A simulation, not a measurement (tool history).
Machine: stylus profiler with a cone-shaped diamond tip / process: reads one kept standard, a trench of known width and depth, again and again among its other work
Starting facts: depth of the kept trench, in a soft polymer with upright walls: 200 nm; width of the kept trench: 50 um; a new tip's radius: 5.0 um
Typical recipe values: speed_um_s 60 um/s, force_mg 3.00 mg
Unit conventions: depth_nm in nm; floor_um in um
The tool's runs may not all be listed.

run	day	speed_um_s	force_mg	depth_nm	floor_um
1	0.000	60	3.00	202.80	46.75
2	0.542	62	3.00	202.77	46.72
3	1.012	62	3.00	202.88	46.69
4	1.617	45	3.00	202.93	46.78
5	2.196	45	3.00	202.92	46.79
6	2.929	45	3.00	202.87	46.81
7	3.375	45	3.00	202.86	46.78
8	3.867	60	3.00	202.75	46.72
9	4.329	60	3.00	203.02	46.64
10	5.121	60	3.00	202.95	46.67
11	5.721	38	3.00	202.78	46.75
12	6.100	38	3.00	202.80	46.79
13	6.779	38	3.00	203.04	46.78
14	7.458	38	3.00	202.95	46.73
15	7.879	60	3.00	202.88	46.69
16	8.612	60	3.00	202.97	46.72
17	9.096	36	3.00	203.19	46.77
18	9.779	20	3.00	202.94	46.82
19	10.175	20	3.00	203.03	46.82
20	10.842	62	3.00	202.92	46.66
21	11.725	62	3.00	202.88	46.68
22	12.562	62	3.00	203.06	46.62
23	13.254	60	3.00	202.90	46.72
24	14.142	109	1.36	202.17	46.18
25	14.621	109	1.36	202.39	46.18
26	15.342	49	1.34	202.10	46.57
27	15.892	104	1.32	202.33	46.25
28	16.562	211	8.80	205.76	46.36
29	17.112	130	4.96	204.19	46.47
30	17.658	130	2.84	203.20	46.31
31	18.171	130	2.84	203.18	46.28
32	18.733	35	3.57	203.65	46.70
33	19.250	49	6.18	204.73	46.68
34	19.942	49	6.18	203.59	46.64
35	20.683	134	6.38	203.83	46.47
36	21.371	134	6.38	203.93	46.48
37	22.212	134	6.38	203.69	46.44
38	22.883	134	4.18	202.87	46.35
39	23.788	134	4.18	202.98	46.34
40	24.704	18	1.96	201.94	46.69
41	25.142	18	1.96	201.63	46.74
42	26.012	18	1.53	201.51	46.76
43	26.554	18	1.53	201.47	46.70
44	27.229	72	7.32	204.27	46.64
45	27.812	126	6.89	204.00	46.45

The log once held 2 entries between its listed runs, left out of this copy. Where does each go, and what is different about the tool's unlogged condition between the listed run before it and the listed run after it?
Logged between run 24 and run 25: height scale calibrated on a step standard (day 14.246)
  radius of the tip, um: 6.14 -> 6.16; height scale over the true one, %: 0.349 -> 0.469
  what was measured, less what the result would be without the hidden state, depth_nm: +0.70 -> +0.94 nm; floor_um: -0.31 -> -0.31 um
Logged between run 33 and run 34: height scale calibrated on a step standard, once more (day 19.658)
  radius of the tip, um: 6.26 -> 6.28; height scale over the true one, %: 0.501 -> -0.026
  what was measured, less what the result would be without the hidden state, depth_nm: +1.02 -> -0.05 nm; floor_um: -0.34 -> -0.34 um
